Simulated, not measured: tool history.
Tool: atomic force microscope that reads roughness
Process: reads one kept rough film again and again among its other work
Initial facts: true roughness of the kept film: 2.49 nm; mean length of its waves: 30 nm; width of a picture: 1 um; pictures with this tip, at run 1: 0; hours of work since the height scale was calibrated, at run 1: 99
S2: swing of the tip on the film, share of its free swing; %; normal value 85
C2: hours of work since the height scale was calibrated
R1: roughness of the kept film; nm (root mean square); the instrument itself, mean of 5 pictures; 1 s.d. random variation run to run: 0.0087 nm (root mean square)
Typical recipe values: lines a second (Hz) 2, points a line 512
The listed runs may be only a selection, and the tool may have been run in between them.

Run 1, hour 0: usual settings; pictures with this tip 0; C2 99. Result: R1 1.914 nm (root mean square).
Run 2, hour 6.7: usual settings; pictures with this tip 11; C2 104. Result: R1 1.892 nm (root mean square).
Run 3, hour 11.2: usual settings; pictures with this tip 19; C2 107. Result: R1 1.903 nm (root mean square).
Run 4, hour 18.1: usual settings; pictures with this tip 31; C2 111. Result: R1 1.892 nm (root mean square).
Run 5, hour 23.5: usual settings; pictures with this tip 40; C2 115. Result: R1 1.868 nm (root mean square).
Run 6, hour 31.9: usual settings but lines a second (Hz) 2.23; pictures with this tip 54; C2 121. Result: R1 1.826 nm (root mean square).
Run 7, hour 37.9: usual settings but lines a second (Hz) 2.23; pictures with this tip 64; C2 125. Result: R1 1.8 nm (root mean square).
Run 8, hour 44.4: usual settings but lines a second (Hz) 2.23; pictures with this tip 75; C2 129. Result: R1 1.803 nm (root mean square).
Run 9, hour 51.3: usual settings; pictures with this tip 87; C2 134. Result: R1 1.804 nm (root mean square).
Run 10, hour 56.4: usual settings; pictures with this tip 96; C2 138. Result: R1 1.807 nm (root mean square).
Run 11, hour 66.5: usual settings but lines a second (Hz) 0.95; pictures with this tip 113; C2 145. Result: R1 1.917 nm (root mean square).
Run 12, hour 73.5: usual settings but S2 75 %; pictures with this tip 125; C2 149. Result: R1 1.876 nm (root mean square).
Run 13, hour 79.4: usual settings but S2 75 %; pictures with this tip 135; C2 153. Result: R1 1.857 nm (root mean square).
Run 14, hour 84.5: usual settings but S2 75 %; pictures with this tip 144; C2 157. Result: R1 1.855 nm (root mean square).
Run 15, hour 92.5: usual settings but S2 75 %; pictures with this tip 157; C2 162. Result: R1 1.843 nm (root mean square).
Run 16, hour 101.4: usual settings but points a line 470; pictures with this tip 172; C2 168. Result: R1 1.726 nm (root mean square).
At hour 103.4: new tip fitted.
Run 17, hour 109.3: usual settings but points a line 470; pictures with this tip 10; C2 174. Result: R1 1.905 nm (root mean square).
Run 18, hour 113.6: usual settings but points a line 470; pictures with this tip 17; C2 176. Result: R1 1.898 nm (root mean square).
Run 19, hour 120.1: usual settings but points a line 470; pictures with this tip 29; C2 181. Result: R1 1.876 nm (root mean square).
Run 20, hour 126.6: usual settings but points a line 470; pictures with this tip 40; C2 185. Result: R1 1.875 nm (root mean square).
Run 21, hour 134.8: usual settings; pictures with this tip 54; C2 191. Result: R1 1.841 nm (root mean square).
Run 22, hour 144.4: usual settings; pictures with this tip 70; C2 198. Result: R1 1.814 nm (root mean square).
Run 23, hour 152.1: usual settings; pictures with this tip 83; C2 203. Result: R1 1.803 nm (root mean square).
Run 24, hour 159.6: usual settings; pictures with this tip 96; C2 208. Result: R1 1.793 nm (root mean square).
Run 25, hour 164.2: usual settings; pictures with this tip 104; C2 211. Result: R1 1.779 nm (root mean square).
At hour 165.8: height scale calibrated on a step standard.
Run 26, hour 171.3: usual settings; pictures with this tip 114; C2 4. Result: R1 1.756 nm (root mean square).
Run 27, hour 180.2: usual settings; pictures with this tip 129; C2 10. Result: R1 1.754 nm (root mean square).
At hour 185.9: height scale calibrated on a step standard, once more.
Run 28, hour 191.5: usual settings but S2 61 %, points a line 518; pictures with this tip 147; C2 4. Result: R1 1.934 nm (root mean square).
Run 29, hour 196.1: usual settings but lines a second (Hz) 0.86, S2 55 %, points a line 538; pictures with this tip 155; C2 7. Result: R1 1.988 nm (root mean square).
Run 30, hour 206.1: usual settings but lines a second (Hz) 0.86, S2 55 %, points a line 538; pictures with this tip 172; C2 14. Result: R1 1.979 nm (root mean square).
At hour 208.5: new tip fitted.
Run 31, hour 216.7: usual settings but lines a second (Hz) 0.82, S2 67 %, points a line 541; pictures with this tip 14; C2 21. Result: R1 2.142 nm (root mean square).
Run 32, hour 221.4: usual settings but lines a second (Hz) 0.82, S2 67 %, points a line 463; pictures with this tip 22; C2 24. Result: R1 2.156 nm (root mean square).
Run 33, hour 227.6: usual settings but lines a second (Hz) 0.82, S2 59 %, points a line 408; pictures with this tip 32; C2 28. Result: R1 2.15 nm (root mean square).
Run 34, hour 235: usual settings but S2 60 %; pictures with this tip 45; C2 33. Result: R1 2.079 nm (root mean square).
Run 35, hour 244.4: usual settings but lines a second (Hz) 1.8, S2 89 %, points a line 680; pictures with this tip 61; C2 40. Result: R1 1.834 nm (root mean square).
Run 36, hour 252.9: usual settings but lines a second (Hz) 3.02, S2 66 %, points a line 395; pictures with this tip 76; C2 46. Result: R1 1.962 nm (root mean square).
Run 37, hour 257.4: usual settings but S2 66 %, points a line 746; pictures with this tip 83; C2 49. Result: R1 2.02 nm (root mean square).
Run 38, hour 262: usual settings but lines a second (Hz) 2.38, S2 86 %, points a line 387; pictures with this tip 91; C2 52. Result: R1 1.75 nm (root mean square).
Run 39, hour 268.2: usual settings but lines a second (Hz) 2.86, S2 89 %, points a line 485; pictures with this tip 102; C2 56. Result: R1 1.639 nm (root mean square).
Run 40, hour 273.5: usual settings but lines a second (Hz) 0.6, S2 69 %, points a line 634; pictures with this tip 111; C2 60. Result: R1 2.039 nm (root mean square).
Run 41, hour 278: usual settings but lines a second (Hz) 0.85, S2 64 %, points a line 468; pictures with this tip 118; C2 63. Result: R1 2.024 nm (root mean square).
Run 42, hour 286.3: usual settings but lines a second (Hz) 0.85, S2 64 %, points a line 468; pictures with this tip 132; C2 68. Result: R1 2.013 nm (root mean square).
Run 43, hour 293.2: usual settings but lines a second (Hz) 0.85, S2 64 %, points a line 468; pictures with this tip 144; C2 73. Result: R1 2 nm (root mean square).
Run 44, hour 298.8: usual settings but lines a second (Hz) 3.6, S2 55 %, points a line 517; pictures with this tip 154; C2 77. Result: R1 1.931 nm (root mean square).
Run 45, hour 304.8: usual settings but lines a second (Hz) 3.6, S2 55 %, points a line 517; pictures with this tip 164; C2 81. Result: R1 1.915 nm (root mean square).
At hour 311.5: new tip fitted.
Run 46, hour 314.9: usual settings but lines a second (Hz) 3.59, S2 62 %, points a line 496; pictures with this tip 5; C2 88. Result: R1 2.06 nm (root mean square).
Run 47, hour 324.5: usual settings but lines a second (Hz) 3.59, S2 62 %, points a line 496; pictures with this tip 22; C2 94. Result: R1 2.032 nm (root mean square).
Run 48, hour 331.7: usual settings but lines a second (Hz) 1.94, S2 86 %, points a line 663; pictures with this tip 34; C2 99. Result: R1 1.872 nm (root mean square).
Run 49, hour 341: usual settings but lines a second (Hz) 1.94, S2 86 %, points a line 663; pictures with this tip 50; C2 106. Result: R1 1.843 nm (root mean square).
Run 50, hour 345.5: usual settings but lines a second (Hz) 1.86, S2 88 %, points a line 276; pictures with this tip 58; C2 109. Result: R1 1.815 nm (root mean square).
Run 51, hour 353.6: usual settings but lines a second (Hz) 1.86, S2 57 %, points a line 276; pictures with this tip 71; C2 114. Result: R1 2.04 nm (root mean square).
Run 52, hour 359.9: usual settings but lines a second (Hz) 2.12, S2 58 %, points a line 443; pictures with this tip 82; C2 119. Result: R1 2.035 nm (root mean square).
Run 53, hour 366.9: usual settings but S2 77 %, points a line 716; pictures with this tip 94; C2 123. Result: R1 1.904 nm (root mean square).

3 options for the next run, each taken on its own from the tool as it stands now. Forecast them:
Run A, hour 375.5: usual settings but lines a second (Hz) 0.85, S2 81 %, points a line 402; pictures with this tip 109; C2 129. Result: R1 ?.
Run B, hour 375.5: usual settings but lines a second (Hz) 1.12, S2 62 %, points a line 297; pictures with this tip 109; C2 129. Result: R1 ?.
Run C, hour 375.5: usual settings but lines a second (Hz) 1.22, S2 58 %, points a line 292; pictures with this tip 109; C2 129. Result: R1 ?.

run     R1
  A  1.971
  B  2.005
  C  2.017
With no hidden state in the tool, these same runs would have given:
run     R1
  A  2.114
  B  2.151
  C  2.164
